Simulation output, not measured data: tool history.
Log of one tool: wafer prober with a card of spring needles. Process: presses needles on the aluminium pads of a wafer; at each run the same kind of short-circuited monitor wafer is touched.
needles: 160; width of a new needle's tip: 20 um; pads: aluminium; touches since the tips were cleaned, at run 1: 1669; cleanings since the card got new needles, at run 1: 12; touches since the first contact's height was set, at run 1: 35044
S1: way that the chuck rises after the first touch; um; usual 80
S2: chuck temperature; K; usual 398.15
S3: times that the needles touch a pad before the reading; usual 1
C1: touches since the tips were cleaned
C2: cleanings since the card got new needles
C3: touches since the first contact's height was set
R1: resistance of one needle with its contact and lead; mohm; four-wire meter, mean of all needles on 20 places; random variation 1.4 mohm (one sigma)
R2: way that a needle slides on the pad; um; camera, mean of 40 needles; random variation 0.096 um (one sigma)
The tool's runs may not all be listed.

Run 1, day 0.000: usual settings; C1 1669; C2 12; C3 35044. Result: R1 164 mohm, R2 12.28 um.
At day 0.096: tips cleaned on abrasive film.
At day 0.288: tips cleaned on abrasive film.
At day 0.479: tips cleaned on abrasive film.
At day 0.671: tips cleaned on abrasive film.
At day 0.908: tips cleaned on abrasive film.
At day 1.100: tips cleaned on abrasive film.
At day 1.288: tips cleaned on abrasive film.
Run 2, day 1.338: usual settings; C1 658; C2 19; C3 52251. Result: R1 146 mohm, R2 12.03 um.
At day 1.483: tips cleaned on abrasive film.
At day 1.675: tips cleaned on abrasive film.
At day 1.867: tips cleaned on abrasive film.
At day 2.104: tips cleaned on abrasive film.
At day 2.296: tips cleaned on abrasive film.
At day 2.533: tips cleaned on abrasive film.
Run 3, day 2.596: usual settings; C1 823; C2 25; C3 68408. Result: R1 157 mohm, R2 12.05 um.
At day 2.738: tips cleaned on abrasive film.
At day 2.929: tips cleaned on abrasive film.
At day 3.075: tips cleaned on abrasive film, once more.
At day 3.262: tips cleaned on abrasive film.
Run 4, day 3.321: usual settings; C1 743; C2 29; C3 77731. Result: R1 154 mohm, R2 11.92 um.
At day 3.467: tips cleaned on abrasive film.
At day 3.654: tips cleaned on abrasive film.
At day 3.892: tips cleaned on abrasive film.
At day 4.083: tips cleaned on abrasive film.
Run 5, day 4.167: usual settings; C1 1098; C2 33; C3 88638. Result: R1 161 mohm, R2 11.68 um.
At day 4.312: tips cleaned on abrasive film.
At day 4.504: tips cleaned on abrasive film.
At day 4.692: tips cleaned on abrasive film.
At day 4.929: tips cleaned on abrasive film.
At day 5.121: tips cleaned on abrasive film.
Run 6, day 5.229: usual settings; C1 1404; C2 38; C3 102300. Result: R1 165 mohm, R2 11.67 um.
At day 5.325: tips cleaned on abrasive film.
At day 5.562: tips cleaned on abrasive film.
At day 5.754: tips cleaned on abrasive film.
Run 7, day 5.817: usual settings; C1 825; C2 41; C3 109867. Result: R1 152 mohm, R2 11.51 um.
At day 5.962: tips cleaned on abrasive film.
At day 6.150: tips cleaned on abrasive film.
At day 6.342: tips cleaned on abrasive film.
Run 8, day 6.467: usual settings; C1 1612; C2 44; C3 118220. Result: R1 168 mohm, R2 11.56 um.
At day 6.562: tips cleaned on abrasive film.
At day 6.800: tips cleaned on abrasive film.
At day 7.038: tips cleaned on abrasive film.
At day 7.229: tips cleaned on abrasive film.
At day 7.467: tips cleaned on abrasive film.
At day 7.658: tips cleaned on abrasive film.
Run 9, day 7.762: usual settings; C1 1412; C2 50; C3 134956. Result: R1 164 mohm, R2 11.46 um.
At day 7.862: tips cleaned on abrasive film.
At day 8.100: tips cleaned on abrasive film.
At day 8.338: tips cleaned on abrasive film.
At day 8.575: tips cleaned on abrasive film.
At day 8.775: tips cleaned on abrasive film.
Run 10, day 8.775: usual settings but S1 61 um, S2 317.15 K, S3 3; C1 0; C2 55; C3 147979. Result: R1 125 mohm, R2 8.62 um.
At day 8.883: height of the first contact set anew.
At day 8.979: tips cleaned on abrasive film.
At day 9.171: tips cleaned on abrasive film.
At day 9.362: tips cleaned on abrasive film.
At day 9.550: tips cleaned on abrasive film.
Run 11, day 9.562: usual settings but S1 91 um, S2 330.15 K; C1 151; C2 59; C3 8732. Result: R1 123 mohm, R2 13.80 um.
At day 9.754: tips cleaned on abrasive film.
At day 9.946: tips cleaned on abrasive film.
At day 10.183: tips cleaned on abrasive film.
Run 12, day 10.304: usual settings but S1 79 um, S2 356.15 K, S3 2; C1 1579; C2 62; C3 18281. Result: R1 150 mohm, R2 12.01 um.
At day 10.400: tips cleaned on abrasive film.
At day 10.638: tips cleaned on abrasive film.
At day 10.829: tips cleaned on abrasive film.
At day 11.021: tips cleaned on abrasive film.
Run 13, day 11.175: usual settings but S1 79 um, S2 356.15 K, S3 2; C1 2048; C2 66; C3 29524. Result: R1 153 mohm, R2 11.76 um.
At day 11.225: tips cleaned on abrasive film.
At day 11.417: tips cleaned on abrasive film.
At day 11.608: tips cleaned on abrasive film.
At day 11.800: tips cleaned on abrasive film.
At day 12.038: tips cleaned on abrasive film.
At day 12.242: tips cleaned on abrasive film.
Run 14, day 12.242: usual settings but S1 79 um, S2 356.15 K, S3 2; C1 0; C2 72; C3 43197. Result: R1 125 mohm, R2 12.04 um.
At day 12.433: tips cleaned on abrasive film.
At day 12.671: tips cleaned on abrasive film.
At day 12.908: tips cleaned on abrasive film.
At day 13.096: tips cleaned on abrasive film.
At day 13.288: tips cleaned on abrasive film.
At day 13.479: tips cleaned on abrasive film.
Run 15, day 13.533: usual settings but S1 81 um, S2 300.15 K; C1 695; C2 78; C3 59829. Result: R1 145 mohm, R2 12.13 um.
At day 13.675: tips cleaned on abrasive film.
At day 13.867: tips cleaned on abrasive film.
At day 14.104: tips cleaned on abrasive film.
At day 14.342: tips cleaned on abrasive film.
Run 16, day 14.492: usual settings but S1 81 um, S2 300.15 K; C1 1956; C2 82; C3 72200. Result: R1 175 mohm, R2 11.84 um.
At day 14.542: tips cleaned on abrasive film.
At day 14.733: tips cleaned on abrasive film.
At day 14.971: tips cleaned on abrasive film.
At day 15.208: tips cleaned on abrasive film.
Run 17, day 15.229: usual settings but S2 315.15 K; C1 273; C2 86; C3 81669. Result: R1 137 mohm, R2 11.89 um.

Forecast each of these 3 alternatives for the next run:
At day 15.421: tips cleaned on abrasive film.
At day 15.608: tips cleaned on abrasive film.
At day 15.800: tips cleaned on abrasive film.
At day 16.038: tips cleaned on abrasive film.
At day 16.229: tips cleaned on abrasive film.
At day 16.467: tips cleaned on abrasive film.
Run A, day 16.579: usual settings but S2 302.15 K, S3 2; C1 1505; C2 92; C3 99111. Result: R1 ?, R2 ?.
At day 15.421: tips cleaned on abrasive film.
At day 15.608: tips cleaned on abrasive film.
At day 15.800: tips cleaned on abrasive film.
At day 16.038: tips cleaned on abrasive film.
At day 16.229: tips cleaned on abrasive film.
At day 16.467: tips cleaned on abrasive film.
Run B, day 16.579: usual settings but S2 345.15 K, S3 2; C1 1505; C2 92; C3 99111. Result: R1 ?, R2 ?.
At day 15.421: tips cleaned on abrasive film.
At day 15.608: tips cleaned on abrasive film.
At day 15.800: tips cleaned on abrasive film.
At day 16.038: tips cleaned on abrasive film.
At day 16.229: tips cleaned on abrasive film.
At day 16.467: tips cleaned on abrasive film.
Run C, day 16.579: usual settings but S1 72 um; C1 1505; C2 92; C3 99111. Result: R1 ?, R2 ?.

run   R1     R2
  A  151  11.82
  B  158  11.76
  C  195  10.40
Without the tool's hidden state the same runs would have given:
run   R1     R2
  A  114  12.35
  B  122  12.29
  C  130  10.92
